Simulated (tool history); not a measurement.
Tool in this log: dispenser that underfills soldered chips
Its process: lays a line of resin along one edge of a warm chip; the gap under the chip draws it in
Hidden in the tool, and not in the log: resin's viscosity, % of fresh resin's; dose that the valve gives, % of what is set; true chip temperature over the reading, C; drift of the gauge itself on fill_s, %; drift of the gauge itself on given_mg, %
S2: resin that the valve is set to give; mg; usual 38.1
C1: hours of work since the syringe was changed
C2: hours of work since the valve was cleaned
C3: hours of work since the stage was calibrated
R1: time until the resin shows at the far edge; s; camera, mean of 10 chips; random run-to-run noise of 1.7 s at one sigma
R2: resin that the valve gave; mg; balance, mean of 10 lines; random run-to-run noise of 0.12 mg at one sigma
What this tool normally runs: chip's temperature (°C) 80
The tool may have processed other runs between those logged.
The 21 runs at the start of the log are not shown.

{"hour": 81.9, "done": "new syringe of resin"}
{"run": 22, "hour": 82.4, "chip's temperature (°C)": 81, "S2": 33.9, "C1": 0, "C2": 32, "C3": 153, "R1": 161.3, "R2": 33.42}
{"run": 23, "hour": 85.4, "chip's temperature (°C)": 86, "S2": 46.4, "C1": 3, "C2": 34, "C3": 156, "R1": 135.1, "R2": 45.56}
{"run": 24, "hour": 89.9, "chip's temperature (°C)": 79, "S2": 37.1, "C1": 6, "C2": 38, "C3": 159, "R1": 239.2, "R2": 36.4}
{"hour": 90.5, "done": "new syringe of resin"}
{"run": 25, "hour": 95.3, "chip's temperature (°C)": 79, "S2": 37.1, "C1": 4, "C2": 42, "C3": 163, "R1": 203.1, "R2": 36.21}
{"hour": 99.3, "done": "new syringe of resin"}
{"run": 26, "hour": 99.5, "chip's temperature (°C)": 79, "S2": 37.1, "C1": 0, "C2": 45, "C3": 166, "R1": 169.7, "R2": 36.39}
{"run": 27, "hour": 102.8, "chip's temperature (°C)": 88, "S2": 33, "C1": 3, "C2": 47, "C3": 169, "R1": 132, "R2": 32.21}
{"hour": 108.0, "done": "new syringe of resin"}
{"run": 28, "hour": 108.4, "chip's temperature (°C)": 88, "S2": 33, "C1": 0, "C2": 52, "C3": 173, "R1": 123.1, "R2": 32.08}
{"run": 29, "hour": 111.7, "chip's temperature (°C)": 67, "S2": 42.4, "C1": 3, "C2": 54, "C3": 175, "R1": 329.9, "R2": 41.05}
{"hour": 116.7, "done": "new syringe of resin"}
{"run": 30, "hour": 116.8, "chip's temperature (°C)": 66, "S2": 38.2, "C1": 0, "C2": 58, "C3": 179, "R1": 303.3, "R2": 37.12}
{"hour": 119.9, "done": "dispensing valve cleaned and set on the balance"}
{"run": 31, "hour": 120.1, "chip's temperature (°C)": 80, "S2": 34.9, "C1": 2, "C2": 0, "C3": 181, "R1": 175.8, "R2": 34.86}
{"run": 32, "hour": 122.8, "chip's temperature (°C)": 80, "S2": 34.9, "C1": 4, "C2": 2, "C3": 183, "R1": 199.5, "R2": 34.85}
{"hour": 126.6, "done": "new syringe of resin"}
{"run": 33, "hour": 127.3, "chip's temperature (°C)": 80, "S2": 45.4, "C1": 0, "C2": 6, "C3": 186, "R1": 156.5, "R2": 45.28}
{"run": 34, "hour": 131.1, "chip's temperature (°C)": 81, "S2": 38.1, "C1": 3, "C2": 9, "C3": 189, "R1": 177.9, "R2": 37.84}
{"run": 35, "hour": 133.6, "chip's temperature (°C)": 84, "S2": 38.1, "C1": 5, "C2": 10, "C3": 191, "R1": 171.2, "R2": 37.88}
{"hour": 135.5, "done": "new syringe of resin"}
{"run": 36, "hour": 138.3, "chip's temperature (°C)": 91, "S2": 47.2, "C1": 2, "C2": 14, "C3": 195, "R1": 107.8, "R2": 46.62}

Each row is a separate what-if for the run after 36, all from the same tool condition, not one after another. Results?
{"run": "A", "hour": 143.0, "chip's temperature (°C)": 71, "S2": 38.9, "C1": 6, "C2": 17, "C3": 198, "R1": "?", "R2": "?"}
{"run": "B", "hour": 143.0, "chip's temperature (°C)": 77, "S2": 43.9, "C1": 6, "C2": 17, "C3": 198, "R1": "?", "R2": "?"}
{"run": "C", "hour": 143.0, "chip's temperature (°C)": 67, "S2": 47.2, "C1": 6, "C2": 17, "C3": 198, "R1": "?", "R2": "?"}

run=A R1=326.1 R2=38.34
run=B R1=244.5 R2=43.23
run=C R1=375.5 R2=46.71
What these runs would have given with no unlogged condition in the tool:
run=A R1=255.2 R2=38.76
run=B R1=191.3 R2=43.7
run=C R1=294.7 R2=47.22

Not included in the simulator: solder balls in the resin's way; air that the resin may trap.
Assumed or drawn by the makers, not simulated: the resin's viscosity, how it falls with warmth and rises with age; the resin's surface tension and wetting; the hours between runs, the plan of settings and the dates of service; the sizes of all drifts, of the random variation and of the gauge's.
